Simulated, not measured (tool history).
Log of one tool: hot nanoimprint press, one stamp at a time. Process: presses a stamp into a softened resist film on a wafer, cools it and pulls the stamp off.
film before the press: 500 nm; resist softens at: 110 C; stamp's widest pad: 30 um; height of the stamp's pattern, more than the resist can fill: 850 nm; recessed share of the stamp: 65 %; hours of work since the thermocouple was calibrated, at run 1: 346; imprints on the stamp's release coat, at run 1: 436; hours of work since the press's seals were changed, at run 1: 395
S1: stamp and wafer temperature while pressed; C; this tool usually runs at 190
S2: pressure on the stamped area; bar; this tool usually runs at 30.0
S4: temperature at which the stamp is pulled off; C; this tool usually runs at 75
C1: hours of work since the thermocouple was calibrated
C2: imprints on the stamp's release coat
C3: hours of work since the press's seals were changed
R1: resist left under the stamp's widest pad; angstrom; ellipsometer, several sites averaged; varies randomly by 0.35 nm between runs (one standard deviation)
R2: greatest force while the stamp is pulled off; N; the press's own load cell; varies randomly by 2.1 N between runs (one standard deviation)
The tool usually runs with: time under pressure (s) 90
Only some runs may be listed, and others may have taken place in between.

Run 1, hour 0.0: usual settings; C1 346; C2 436; C3 395. Result: R1 1786 angstrom, R2 103 N.
Run 2, hour 12.3: usual settings; C1 354; C2 492; C3 402. Result: R1 1787 angstrom, R2 103 N.
Run 3, hour 24.7: usual settings; C1 362; C2 549; C3 411. Result: R1 1788 angstrom, R2 101 N.
Run 4, hour 32.6: usual settings; C1 367; C2 585; C3 416. Result: R1 1786 angstrom, R2 104 N.
Run 5, hour 41.6: usual settings; C1 373; C2 626; C3 421. Result: R1 1786 angstrom, R2 102 N.
Run 6, hour 55.0: usual settings but time under pressure (s) 60; C1 382; C2 687; C3 430. Result: R1 2097 angstrom, R2 112 N.
Run 7, hour 64.7: usual settings but S2 47.8 bar, time under pressure (s) 162; C1 388; C2 731; C3 436. Result: R1 1103 angstrom, R2 110 N.
Run 8, hour 75.9: usual settings but time under pressure (s) 162, S4 69 C; C1 395; C2 782; C3 444. Result: R1 1392 angstrom, R2 131 N.
Run 9, hour 92.8: usual settings but S2 45.9 bar; C1 406; C2 859; C3 455. Result: R1 1448 angstrom, R2 112 N.
Run 10, hour 107.5: usual settings but S2 21.5 bar, S4 62 C; C1 416; C2 926; C3 464. Result: R1 2090 angstrom, R2 153 N.
Run 11, hour 122.0: usual settings but S2 21.5 bar, S4 62 C; C1 425; C2 992; C3 473. Result: R1 2078 angstrom, R2 150 N.

Here are 4 independent what-if runs from the current tool condition. What would each one return?
Run A, hour 137.7: usual settings but S2 28.4 bar, time under pressure (s) 53, S4 78 C; C1 435; C2 1063; C3 484. Result: R1 ?, R2 ?.
Run B, hour 137.7: usual settings but S1 192 C, S2 39.5 bar; C1 435; C2 1063; C3 484. Result: R1 ?, R2 ?.
Run C, hour 137.7: usual settings but S1 181 C, S2 21.5 bar, time under pressure (s) 68, S4 74 C; C1 435; C2 1063; C3 484. Result: R1 ?, R2 ?.
Run D, hour 137.7: usual settings but S2 30.6 bar, S4 62 C; C1 435; C2 1063; C3 484. Result: R1 ?, R2 ?.

run    R1   R2
  A  2249  114
  B  1462  121
  C  2953  125
  D  1763  157
The same runs, with their run-to-run variation unchanged, on a tool lacking any hidden condition would have given:
run    R1   R2
  A  2307   88
  B  1497   93
  C  3035   96
  D  1812  119
